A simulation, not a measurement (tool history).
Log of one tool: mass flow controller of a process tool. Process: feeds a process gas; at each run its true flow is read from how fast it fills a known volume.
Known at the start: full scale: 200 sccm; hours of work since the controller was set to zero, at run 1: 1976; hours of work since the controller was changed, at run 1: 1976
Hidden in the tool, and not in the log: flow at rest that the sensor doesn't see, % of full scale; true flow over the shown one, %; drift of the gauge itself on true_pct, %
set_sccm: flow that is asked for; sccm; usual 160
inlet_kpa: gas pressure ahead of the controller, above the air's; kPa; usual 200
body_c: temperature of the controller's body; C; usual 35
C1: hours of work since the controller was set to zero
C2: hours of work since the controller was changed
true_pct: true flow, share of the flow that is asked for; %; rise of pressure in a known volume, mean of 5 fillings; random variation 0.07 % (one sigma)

run 1 hour=0 | set_sccm=160 inlet_kpa=200 body_c=35 | C1=1976 C2=1976 | true_pct=99.09
run 2 hour=172.9 | set_sccm=160 inlet_kpa=200 body_c=25 | C1=2035 C2=2035 | true_pct=99.3
run 3 hour=315.6 | set_sccm=160 inlet_kpa=200 body_c=25 | C1=2084 C2=2084 | true_pct=99.24
run 4 hour=454.9 | set_sccm=160 inlet_kpa=200 body_c=25 | C1=2131 C2=2131 | true_pct=99.16
run 5 hour=616 | set_sccm=160 inlet_kpa=230 body_c=35 | C1=2186 C2=2186 | true_pct=98.49
run 6 hour=780.4 | set_sccm=160 inlet_kpa=200 body_c=35 | C1=2242 C2=2242 | true_pct=98.45
run 7 hour=858.4 | set_sccm=160 inlet_kpa=200 body_c=25 | C1=2269 C2=2269 | true_pct=99.08
run 8 hour=939.8 | set_sccm=160 inlet_kpa=200 body_c=25 | C1=2297 C2=2297 | true_pct=98.84
run 9 hour=1024.9 | set_sccm=160 inlet_kpa=200 body_c=25 | C1=2326 C2=2326 | true_pct=98.92
run 10 hour=1115.7 | set_sccm=160 inlet_kpa=200 body_c=25 | C1=2357 C2=2357 | true_pct=98.89
run 11 hour=1240.1 | set_sccm=160 inlet_kpa=200 body_c=35 | C1=2399 C2=2399 | true_pct=98.33
run 12 hour=1326.5 | set_sccm=160 inlet_kpa=200 body_c=29 | C1=2429 C2=2429 | true_pct=98.45
run 13 hour=1454.7 | set_sccm=160 inlet_kpa=200 body_c=35 | C1=2473 C2=2473 | true_pct=98.13
run 14 hour=1566 | set_sccm=160 inlet_kpa=219 body_c=35 | C1=2511 C2=2511 | true_pct=97.85
run 15 hour=1735.4 | set_sccm=160 inlet_kpa=219 body_c=35 | C1=2568 C2=2568 | true_pct=98.02
run 16 hour=1848.7 | set_sccm=160 inlet_kpa=219 body_c=35 | C1=2607 C2=2607 | true_pct=97.86
run 17 hour=1977.7 | set_sccm=35 inlet_kpa=273 body_c=39 | C1=2651 C2=2651 | true_pct=95.27
run 18 hour=2138.2 | set_sccm=35 inlet_kpa=183 body_c=33 | C1=2706 C2=2706 | true_pct=96.11
run 19 hour=2218.9 | set_sccm=57 inlet_kpa=236 body_c=33 | C1=2733 C2=2733 | true_pct=95.97
-- hour=2233.6 gauge calibrated
run 20 hour=2332.7 | set_sccm=41 inlet_kpa=166 body_c=25 | C1=2772 C2=2772 | true_pct=97.65
run 21 hour=2441.4 | set_sccm=160 inlet_kpa=171 body_c=21 | C1=2809 C2=2809 | true_pct=99.61
run 22 hour=2596.6 | set_sccm=65 inlet_kpa=146 body_c=26 | C1=2862 C2=2862 | true_pct=97.99
run 23 hour=2754.1 | set_sccm=65 inlet_kpa=146 body_c=26 | C1=2916 C2=2916 | true_pct=98.01
run 24 hour=2856.3 | set_sccm=160 inlet_kpa=203 body_c=21 | C1=2951 C2=2951 | true_pct=99.18
run 25 hour=2981.8 | set_sccm=23 inlet_kpa=227 body_c=24 | C1=2994 C2=2994 | true_pct=96.68
run 26 hour=3078.3 | set_sccm=24 inlet_kpa=161 body_c=35 | C1=3027 C2=3027 | true_pct=96.6
run 27 hour=3246.6 | set_sccm=33 inlet_kpa=143 body_c=39 | C1=3084 C2=3084 | true_pct=96.65
run 28 hour=3323.6 | set_sccm=76 inlet_kpa=193 body_c=35 | C1=3110 C2=3110 | true_pct=97.09
run 29 hour=3451.2 | set_sccm=160 inlet_kpa=200 body_c=22 | C1=3154 C2=3154 | true_pct=98.98
run 30 hour=3604.2 | set_sccm=67 inlet_kpa=200 body_c=36 | C1=3206 C2=3206 | true_pct=96.81
run 31 hour=3744.6 | set_sccm=71 inlet_kpa=269 body_c=35 | C1=3254 C2=3254 | true_pct=96.35
run 32 hour=3911.5 | set_sccm=55 inlet_kpa=200 body_c=35 | C1=3311 C2=3311 | true_pct=96.43

Some steps in true_pct between neighbouring runs. How much of each would the tool show without its hidden state too (settings, what came in, random variation), and how much is left for the hidden state, with any gauge scatter that isn't in both results?
Run 1 -> 2: body_c 35 -> 25. true_pct +0.21 %: hidden state -0.09, all else +0.3.
Run 16 -> 17: set_sccm 160 -> 35, inlet_kpa 219 -> 273, body_c 35 -> 39. true_pct -2.59 %: hidden state -0.04, all else -2.55.
Run 17 -> 18: inlet_kpa 273 -> 183, body_c 39 -> 33. true_pct +0.84 %: hidden state -0.1, all else +0.94.
Run 19 -> 20: set_sccm 57 -> 41, inlet_kpa 236 -> 166, body_c 33 -> 25, gauge calibrated. true_pct +1.68 %: hidden state +1.09, all else +0.59.
Run 24 -> 25: set_sccm 160 -> 23, inlet_kpa 203 -> 227, body_c 21 -> 24. true_pct -2.5 %: hidden state -0.07, all else -2.43.
Run 29 -> 30: set_sccm 160 -> 67, body_c 22 -> 36. true_pct -2.17 %: hidden state -0.06, all else -2.11.
